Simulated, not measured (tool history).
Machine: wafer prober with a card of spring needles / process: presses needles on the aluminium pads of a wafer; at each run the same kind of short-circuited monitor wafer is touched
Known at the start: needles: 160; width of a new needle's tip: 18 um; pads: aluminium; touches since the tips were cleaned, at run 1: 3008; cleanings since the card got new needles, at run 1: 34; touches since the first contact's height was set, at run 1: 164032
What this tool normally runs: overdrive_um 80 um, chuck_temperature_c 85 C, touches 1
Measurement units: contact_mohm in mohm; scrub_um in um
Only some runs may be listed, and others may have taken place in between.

run   hour  overdrive_um  chuck_temperature_c  touches  touches since the tips were cleaned  cleanings since the card got new needles  touches since the first contact's height was set  contact_mohm  scrub_um
  1    0.0            80                   85        1                                 3008                                        34                                            164032           241     14.61
       2.9  -- tips cleaned on abrasive film
      14.3  -- tips cleaned on abrasive film
  2   15.0            80                   85        1                                  237                                        36                                            169722           217     14.65
      25.6  -- tips cleaned on abrasive film
  3   29.4            80                   85        1                                 1468                                        37                                            175240           236     14.45
      36.0  -- tips cleaned on abrasive film
  4   42.0            80                   85        1                                 2298                                        38                                            180074           239     14.56
      47.0  -- tips cleaned on abrasive film
  5   50.8            80                   85        1                                 1489                                        39                                            183447           236     14.53
      57.7  -- tips cleaned on abrasive film
  6   67.1            80                   53        1                                 3630                                        40                                            189668           245     14.68
      68.4  -- tips cleaned on abrasive film
  7   78.2            80                   53        1                                 3779                                        41                                            193920           243     14.65
      79.5  -- tips cleaned on abrasive film
  8   89.2            80                   53        1                                 3744                                        42                                            198139           244     14.54
      90.5  -- tips cleaned on abrasive film
     102.0  -- tips cleaned on abrasive film
  9  103.2            80                   85        2                                  473                                        44                                            203455           216     14.56
     112.7  -- tips cleaned on abrasive film
 10  114.2            80                   85        2                                  562                                        45                                            207651           215     14.31
     123.5  -- tips cleaned on abrasive film
 11  126.5            80                   85        2                                 1150                                        46                                            212370           223     14.39
     134.6  -- tips cleaned on abrasive film
 12  139.5            80                   67        1                                 1906                                        47                                            217356           238     14.50
     145.3  -- tips cleaned on abrasive film
 13  153.7            80                   67        1                                 3235                                        48                                            222762           245     14.47
     156.3  -- tips cleaned on abrasive film
 14  166.4            80                   67        1                                 3928                                        49                                            227652           250     14.30
     167.5  -- tips cleaned on abrasive film
     176.4  -- height of the first contact set anew
     178.3  -- tips cleaned on abrasive film
 15  178.3            80                   39        1                                    0                                        51                                               721           198     15.10
     189.3  -- tips cleaned on abrasive film
 16  191.0            80                   39        1                                  668                                        52                                              5587           214     14.99
     200.2  -- tips cleaned on abrasive film
 17  202.6            66                  111        1                                  913                                        53                                              9994           248     12.38
     211.1  -- tips cleaned on abrasive film
 18  214.1            80                  111        1                                 1176                                        54                                             14407           237     15.11
     222.5  -- tips cleaned on abrasive film
 19  226.4            94                  111        1                                 1498                                        55                                             19117           230     17.74
     233.8  -- tips cleaned on abrasive film
 20  236.8            80                   85        1                                 1142                                        56                                             23069           234     15.01
     245.1  -- tips cleaned on abrasive film
 21  250.6            80                   46        3                                 2113                                        57                                             28369           210     15.06
     256.5  -- tips cleaned on abrasive film
 22  260.1            99                  102        1                                 1393                                        58                                             31987           226     18.35
     267.8  -- tips cleaned on abrasive film
 23  272.6            99                  102        1                                 1861                                        59                                             36788           227     18.55
     278.8  -- tips cleaned on abrasive film
 24  288.1            99                  102        1                                 3581                                        60                                             42709           236     18.55
     290.5  -- tips cleaned on abrasive film
 25  300.5            99                  102        1                                 3863                                        61                                             47454           236     18.46
     301.4  -- tips cleaned on abrasive film
     312.7  -- tips cleaned on abrasive film
 26  312.7            72                   85        2                                    0                                        63                                             52085           208     13.23
     324.1  -- tips cleaned on abrasive film
 27  324.7            80                   29        1                                  232                                        64                                             56692           203     14.79
     335.4  -- tips cleaned on abrasive film
 28  338.1            79                   48        1                                 1027                                        65                                             61791           221     14.75
     346.2  -- tips cleaned on abrasive film
 29  349.1            66                   55        1                                 1100                                        66                                             66007           240     12.24
     357.2  -- tips cleaned on abrasive film
 30  358.0            92                   55        2                                  325                                        67                                             69416           207     16.99
     368.0  -- tips cleaned on abrasive film
 31  371.6            61                   85        3                                 1369                                        68                                             74613           225     11.25
     378.5  -- tips cleaned on abrasive film
 32  378.5            87                   85        2                                    0                                        69                                             77252           208     16.11

A few steps of contact_mohm between consecutive runs. Split each: what settings, incoming material and random variation would produce without the hidden state, and what is left over for the hidden state, along with gauge scatter present in only one of the two compared results (measured, and without hidden state):
Hidden conditions of the tool in this case: debris on the tips, nm; way that the needles fall short of the set height, um; tips' diameter, um; drift of the gauge itself on contact_mohm, %; drift of the gauge itself on scrub_um, %.
Run 8 -> 9: chuck_temperature_c 53 -> 85, touches 1 -> 2, tips cleaned on abrasive film, tips cleaned on abrasive film. contact_mohm -28 mohm: hidden state -35, all else +7.
Run 14 -> 15: chuck_temperature_c 67 -> 39, tips cleaned on abrasive film, height of the first contact set anew, tips cleaned on abrasive film. contact_mohm -52 mohm: hidden state -43, all else -9.
Run 16 -> 17: overdrive_um 80 -> 66, chuck_temperature_c 39 -> 111, tips cleaned on abrasive film. contact_mohm +34 mohm: hidden state +11, all else +23.
Run 29 -> 30: overdrive_um 66 -> 92, touches 1 -> 2, tips cleaned on abrasive film. contact_mohm -33 mohm: hidden state -31, all else -2.
